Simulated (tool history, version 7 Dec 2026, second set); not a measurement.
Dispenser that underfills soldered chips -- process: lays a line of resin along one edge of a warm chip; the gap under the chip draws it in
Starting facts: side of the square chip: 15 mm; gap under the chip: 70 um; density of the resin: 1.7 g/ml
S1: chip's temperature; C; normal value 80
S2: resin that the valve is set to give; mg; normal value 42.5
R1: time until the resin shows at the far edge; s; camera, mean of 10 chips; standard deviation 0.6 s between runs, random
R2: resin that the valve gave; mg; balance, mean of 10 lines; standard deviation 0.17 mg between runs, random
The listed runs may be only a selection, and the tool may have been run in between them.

run   hour  S1    S2     R1     R2
  1      0  80  42.5   62.2   41.7
  2    7.1  80  37.1   99.2  36.74
      14.3  -- new syringe of resin
  3   15.1  80    40   58.6  39.46
  4     23  80    40     95  39.49
  5   27.9  80    40  125.4  39.32
      30.4  -- new syringe of resin
  6   34.5  80  42.5   71.9  41.72
  7   44.2  80  42.5  129.2  41.55
      46.9  -- new syringe of resin
  8     53  80  36.3   85.5  35.46
  9   57.1  80  36.3  108.1  35.33
 10   61.6  80  42.5  138.3  40.93
      63.6  -- new syringe of resin
 11   67.3  80  42.5   68.6   41.1
      71.2  -- dispensing valve cleaned and set on the balance
 12   77.6  68  42.5  220.3  42.43
      80.8  -- new syringe of resin
 13   87.1  68  42.5  151.6  42.28
 14   95.8  68  42.5  255.5   41.9
      96.8  -- new syringe of resin
 15  105.8  80  42.5   97.1  42.09
     113.1  -- new syringe of resin
 16  113.5  80  52.2   57.9  51.38
 17  122.4  80  52.2   98.5  51.73
     129.2  -- new syringe of resin
 18  130.6  77  42.5   71.9  41.68
 19  136.7  80  42.5   89.3  41.86
     145.4  -- new syringe of resin
 20  146.7  89  48.9   39.4  48.22
 21  151.3  70  40.2    134  39.53
 22  160.6  91  40.5   84.2  39.97
     161.8  -- new syringe of resin
     165.2  -- stage's temperature calibrated
 23    168  91  40.5   43.1   39.6
 24  175.4  73  42.6  157.3  41.43
     179.3  -- new syringe of resin
 25  182.6  83  38.4   56.4  37.16
 26  189.9  80  38.9  100.2  37.75
     195.4  -- new syringe of resin
 27  199.2  87  47.1   46.7  45.76
     204.5  -- dispensing valve cleaned and set on the balance
 28  205.9  83    41   79.9  40.92
     212.3  -- new syringe of resin
 29  215.6  78    55   70.4  55.42
 30  222.9  78    55    106  54.49
     228.5  -- new syringe of resin
 31  231.5  72  46.6   89.6  46.23
 32  237.1  72  46.6  128.8  45.88
     244.6  -- new syringe of resin
 33  246.8  76  39.7   71.5  39.08
 34  254.4  88  39.7   63.5  39.25
     260.7  -- new syringe of resin
 35  260.8  79  54.2   54.6  53.49
 36  270.3  80  52.7   89.4  51.85
     276.9  -- new syringe of resin
 37  277.1  80  52.7   51.9  51.64

3 options for the next run, each taken on its own from the tool as it stands now. Forecast them:
  A  282.3  76  40.9   ?   ?
  B  282.3  74  42.4   ?   ?
  C  282.3  89  55.1   ?   ?

run    R1     R2
  A  86.7  39.99
  B  96.6  41.49
  C  45.2  54.28
The same runs, with their run-to-run variation unchanged, on a tool lacking any hidden condition would have given:
run    R1     R2
  A    62  40.85
  B  69.1  42.39
  C  32.3  55.45
